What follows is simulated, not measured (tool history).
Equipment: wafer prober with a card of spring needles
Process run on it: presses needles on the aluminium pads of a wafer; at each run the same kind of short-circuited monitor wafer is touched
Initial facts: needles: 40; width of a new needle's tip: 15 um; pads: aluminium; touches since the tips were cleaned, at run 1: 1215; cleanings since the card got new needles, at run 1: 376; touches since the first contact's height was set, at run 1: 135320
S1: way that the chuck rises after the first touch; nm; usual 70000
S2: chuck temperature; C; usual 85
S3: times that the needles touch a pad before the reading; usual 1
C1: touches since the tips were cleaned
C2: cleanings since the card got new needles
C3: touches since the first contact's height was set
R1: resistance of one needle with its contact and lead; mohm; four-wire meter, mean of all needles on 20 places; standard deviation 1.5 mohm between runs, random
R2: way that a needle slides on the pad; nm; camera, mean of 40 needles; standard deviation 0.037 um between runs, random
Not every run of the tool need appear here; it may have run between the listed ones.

| run | day | S1 | S2 | S3 | C1 | C2 | C3 | R1 | R2 |
|---|---|---|---|---|---|---|---|---|---|
| 1 | 0.000 | 70000 | 85 | 1 | 1215 | 376 | 135320 | 243 | 9310 |
|  | 0.188 | tips cleaned on abrasive film |
|  | 0.500 | tips cleaned on abrasive film |
|  | 0.812 | tips cleaned on abrasive film |
|  | 1.125 | tips cleaned on abrasive film |
|  | 1.438 | tips cleaned on abrasive film |
|  | 1.750 | tips cleaned on abrasive film |
|  | 2.008 | height of the first contact set anew |
|  | 2.075 | tips cleaned on abrasive film |
|  | 2.325 | tips cleaned on abrasive film |
|  | 2.575 | tips cleaned on abrasive film |
|  | 2.888 | tips cleaned on abrasive film |
| 2 | 2.929 | 70000 | 85 | 1 | 458 | 386 | 10186 | 213 | 8830 |
|  | 3.179 | tips cleaned on abrasive film |
|  | 3.492 | tips cleaned on abrasive film |
|  | 3.804 | tips cleaned on abrasive film |
|  | 4.117 | tips cleaned on abrasive film |
|  | 4.425 | tips cleaned on abrasive film |
|  | 4.721 | tips cleaned on abrasive film |
| 3 | 4.721 | 70000 | 84 | 1 | 0 | 392 | 30137 | 176 | 8770 |
|  | 5.033 | tips cleaned on abrasive film |
|  | 5.346 | tips cleaned on abrasive film |
|  | 5.596 | tips cleaned on abrasive film |
|  | 5.908 | tips cleaned on abrasive film |
|  | 6.221 | tips cleaned on abrasive film |
| 4 | 6.338 | 70000 | 84 | 1 | 1335 | 397 | 48148 | 259 | 8660 |
|  | 6.529 | tips cleaned on abrasive film |
|  | 6.838 | tips cleaned on abrasive film |
|  | 7.150 | tips cleaned on abrasive film |
|  | 7.462 | tips cleaned on abrasive film |
|  | 7.712 | tips cleaned on abrasive film |
| 5 | 7.725 | 70000 | 84 | 1 | 128 | 402 | 63563 | 183 | 8560 |
|  | 7.975 | tips cleaned on abrasive film |
|  | 8.225 | tips cleaned on abrasive film |
|  | 8.538 | tips cleaned on abrasive film |
|  | 8.850 | tips cleaned on abrasive film |
|  | 9.162 | tips cleaned on abrasive film |
|  | 9.475 | tips cleaned on abrasive film |
|  | 9.788 | tips cleaned on abrasive film |
| 6 | 9.888 | 70000 | 85 | 1 | 1121 | 409 | 87611 | 276 | 8490 |
|  | 10.075 | tips cleaned on abrasive film |
|  | 10.388 | tips cleaned on abrasive film |
|  | 10.700 | tips cleaned on abrasive film |
|  | 10.950 | tips cleaned on abrasive film |
|  | 11.262 | tips cleaned on abrasive film |
|  | 11.575 | tips cleaned on abrasive film |
|  | 11.888 | tips cleaned on abrasive film |
| 7 | 12.096 | 70000 | 124 | 1 | 2372 | 416 | 112217 | 370 | 8450 |
|  | 12.162 | tips cleaned on abrasive film |
|  | 12.412 | tips cleaned on abrasive film |
|  | 12.725 | tips cleaned on abrasive film |
|  | 13.038 | tips cleaned on abrasive film |
|  | 13.538 | card fitted with new needles |
|  | 13.850 | tips cleaned on abrasive film |
|  | 14.100 | tips cleaned on abrasive film |
|  | 14.412 | tips cleaned on abrasive film |
|  | 14.725 | tips cleaned on abrasive film |
|  | 15.038 | tips cleaned on abrasive film |
| 8 | 15.150 | 70000 | 56 | 1 | 1275 | 5 | 17951 | 177 | 9920 |

Run 9 is up next; what results do you expect?
|  | 15.338 | tips cleaned on abrasive film |
|  | 15.588 | tips cleaned on abrasive film |
|  | 15.900 | tips cleaned on abrasive film |
|  | 16.150 | tips cleaned on abrasive film |
|  | 16.400 | tips cleaned on abrasive film |
|  | 16.712 | tips cleaned on abrasive film |
|  | 16.962 | tips cleaned on abrasive film |
|  | 17.275 | tips cleaned on abrasive film |
|  | 17.588 | tips cleaned on abrasive film |
| 9 | 17.671 | 84000 | 93 | 1 | 919 | 14 | 45969 | ? | ? |

Run 9 produced R1 160 mohm, R2 11800 nm.
On a tool with no hidden condition, and with the same random variation, this run would have come out at R1 144 mohm, R2 12040 nm.

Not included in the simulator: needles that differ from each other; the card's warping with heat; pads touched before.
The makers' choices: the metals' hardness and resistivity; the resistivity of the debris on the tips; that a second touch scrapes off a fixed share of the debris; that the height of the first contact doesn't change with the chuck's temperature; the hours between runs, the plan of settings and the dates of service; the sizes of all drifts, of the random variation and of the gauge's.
